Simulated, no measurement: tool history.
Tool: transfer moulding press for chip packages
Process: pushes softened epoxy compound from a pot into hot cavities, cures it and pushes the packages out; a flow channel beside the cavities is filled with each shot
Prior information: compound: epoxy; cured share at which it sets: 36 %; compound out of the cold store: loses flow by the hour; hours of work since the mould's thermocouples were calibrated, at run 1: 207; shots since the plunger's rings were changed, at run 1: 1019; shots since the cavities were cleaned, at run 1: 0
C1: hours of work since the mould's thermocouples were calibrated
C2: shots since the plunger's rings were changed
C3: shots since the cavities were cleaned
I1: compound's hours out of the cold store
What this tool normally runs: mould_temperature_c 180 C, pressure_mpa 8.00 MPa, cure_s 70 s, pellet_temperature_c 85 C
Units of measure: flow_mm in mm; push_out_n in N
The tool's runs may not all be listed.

Run 1, hour 0.0: usual settings; C1 207; C2 1019; C3 0; I1 29.4. Result: flow_mm 531 mm, push_out_n 509 N.
Run 2, hour 8.1: usual settings; C1 211; C2 1118; C3 99; I1 37.0. Result: flow_mm 514 mm, push_out_n 504 N.
Run 3, hour 24.5: usual settings but pellet_temperature_c 83 C; C1 218; C2 1319; C3 300; I1 16.7. Result: flow_mm 557 mm, push_out_n 539 N.
Run 4, hour 39.9: usual settings but pellet_temperature_c 83 C; C1 225; C2 1508; C3 489; I1 13.7. Result: flow_mm 564 mm, push_out_n 553 N.
Run 5, hour 52.1: usual settings but pellet_temperature_c 83 C; C1 231; C2 1658; C3 639; I1 21.0. Result: flow_mm 547 mm, push_out_n 537 N.
At hour 63.9: cavities cleaned with cleaning compound and waxed.
Run 6, hour 70.6: usual settings but mould_temperature_c 183 C; C1 239; C2 1867; C3 83; I1 15.1. Result: flow_mm 555 mm, push_out_n 458 N.
Run 7, hour 80.6: usual settings but mould_temperature_c 183 C; C1 243; C2 1990; C3 206; I1 24.9. Result: flow_mm 531 mm, push_out_n 448 N.
Run 8, hour 93.4: usual settings but mould_temperature_c 183 C; C1 249; C2 2147; C3 363; I1 29.1. Result: flow_mm 523 mm, push_out_n 435 N.
Run 9, hour 105.0: usual settings; C1 255; C2 2289; C3 505; I1 46.7. Result: flow_mm 493 mm, push_out_n 496 N.
Run 10, hour 122.6: usual settings; C1 263; C2 2505; C3 721; I1 38.6. Result: flow_mm 510 mm, push_out_n 518 N.
At hour 127.7: cavities cleaned with cleaning compound and waxed.
Run 11, hour 133.5: usual settings; C1 267; C2 2621; C3 71; I1 8.1. Result: flow_mm 578 mm, push_out_n 524 N.
At hour 144.9: plunger's sealing rings changed.
Run 12, hour 146.9: usual settings; C1 272; C2 24; C3 204; I1 21.6. Result: flow_mm 547 mm, push_out_n 516 N.
Run 13, hour 163.7: usual settings; C1 280; C2 231; C3 411; I1 31.2. Result: flow_mm 525 mm, push_out_n 510 N.
Run 14, hour 181.6: usual settings; C1 288; C2 451; C3 631; I1 35.1. Result: flow_mm 516 mm, push_out_n 492 N.
At hour 193.0: cavities cleaned with cleaning compound and waxed.
Run 15, hour 201.1: usual settings but pellet_temperature_c 83 C; C1 296; C2 672; C3 99; I1 45.7. Result: flow_mm 496 mm, push_out_n 489 N.
Run 16, hour 213.6: usual settings but pellet_temperature_c 83 C; C1 302; C2 825; C3 252; I1 19.1. Result: flow_mm 553 mm, push_out_n 527 N.
Run 17, hour 229.3: usual settings but mould_temperature_c 185 C, pressure_mpa 8.65 MPa, pellet_temperature_c 83 C; C1 309; C2 1017; C3 444; I1 41.1. Result: flow_mm 514 mm, push_out_n 442 N.
Run 18, hour 241.4: usual settings; C1 315; C2 1166; C3 593; I1 22.4. Result: flow_mm 545 mm, push_out_n 519 N.
Run 19, hour 254.2: usual settings but mould_temperature_c 185 C; C1 321; C2 1323; C3 750; I1 10.8. Result: flow_mm 556 mm, push_out_n 445 N.
At hour 256.8: cavities cleaned with cleaning compound and waxed.
Run 20, hour 268.1: usual settings but mould_temperature_c 183 C, pressure_mpa 6.56 MPa, cure_s 73 s; C1 326; C2 1476; C3 139; I1 38.6. Result: flow_mm 454 mm, push_out_n 446 N.
Run 21, hour 283.4: usual settings but mould_temperature_c 183 C, pressure_mpa 6.56 MPa, cure_s 73 s; C1 333; C2 1664; C3 327; I1 36.4. Result: flow_mm 461 mm, push_out_n 455 N.
Run 22, hour 298.3: usual settings but pellet_temperature_c 92 C; C1 340; C2 1846; C3 509; I1 12.1. Result: flow_mm 567 mm, push_out_n 506 N.
Run 23, hour 310.3: usual settings but pellet_temperature_c 92 C; C1 346; C2 1994; C3 657; I1 35.3. Result: flow_mm 515 mm, push_out_n 496 N.
At hour 320.8: cavities cleaned with cleaning compound and waxed.
Run 24, hour 325.9: usual settings but pellet_temperature_c 92 C; C1 352; C2 2166; C3 62; I1 36.4. Result: flow_mm 513 mm, push_out_n 522 N.
Run 25, hour 336.1: usual settings but mould_temperature_c 183 C, pressure_mpa 6.88 MPa, cure_s 58 s, pellet_temperature_c 86 C; C1 357; C2 2291; C3 187; I1 12.5. Result: flow_mm 519 mm, push_out_n 667 N.
Run 26, hour 347.2: usual settings but mould_temperature_c 183 C, pressure_mpa 6.88 MPa, cure_s 58 s, pellet_temperature_c 86 C; C1 362; C2 2427; C3 323; I1 30.7. Result: flow_mm 482 mm, push_out_n 625 N.
Run 27, hour 363.7: usual settings but mould_temperature_c 179 C, pressure_mpa 9.45 MPa, pellet_temperature_c 94 C; C1 369; C2 2630; C3 526; I1 12.8. Result: flow_mm 619 mm, push_out_n 546 N.

5 options for the next run, each taken on its own from the tool as it stands now. Forecast them:
At hour 373.7: plunger's sealing rings changed.
Run A, hour 380.0: usual settings but mould_temperature_c 185 C, cure_s 74 s, pellet_temperature_c 76 C; C1 376; C2 78; C3 696; I1 30.1. Result: flow_mm ?, push_out_n ?.
At hour 373.7: plunger's sealing rings changed.
Run B, hour 380.0: usual settings but mould_temperature_c 183 C, pressure_mpa 6.31 MPa, cure_s 87 s; C1 376; C2 78; C3 696; I1 46.2. Result: flow_mm ?, push_out_n ?.
At hour 373.7: plunger's sealing rings changed.
Run C, hour 380.0: usual settings but mould_temperature_c 183 C, pellet_temperature_c 90 C; C1 376; C2 78; C3 696; I1 15.3. Result: flow_mm ?, push_out_n ?.
At hour 373.7: plunger's sealing rings changed.
Run D, hour 380.0: usual settings but pressure_mpa 6.33 MPa; C1 376; C2 78; C3 696; I1 38.3. Result: flow_mm ?, push_out_n ?.
At hour 373.7: plunger's sealing rings changed.
Run E, hour 380.0: usual settings but mould_temperature_c 178 C, pressure_mpa 6.85 MPa, cure_s 58 s, pellet_temperature_c 94 C; C1 376; C2 78; C3 696; I1 20.9. Result: flow_mm ?, push_out_n ?.

run  flow_mm  push_out_n
  A      517         413
  B      433         404
  C      554         446
  D      453         532
  E      511         924
What these runs would have given with no unlogged condition in the tool:
run  flow_mm  push_out_n
  A      517         409
  B      433         401
  C      554         442
  D      453         527
  E      511         916
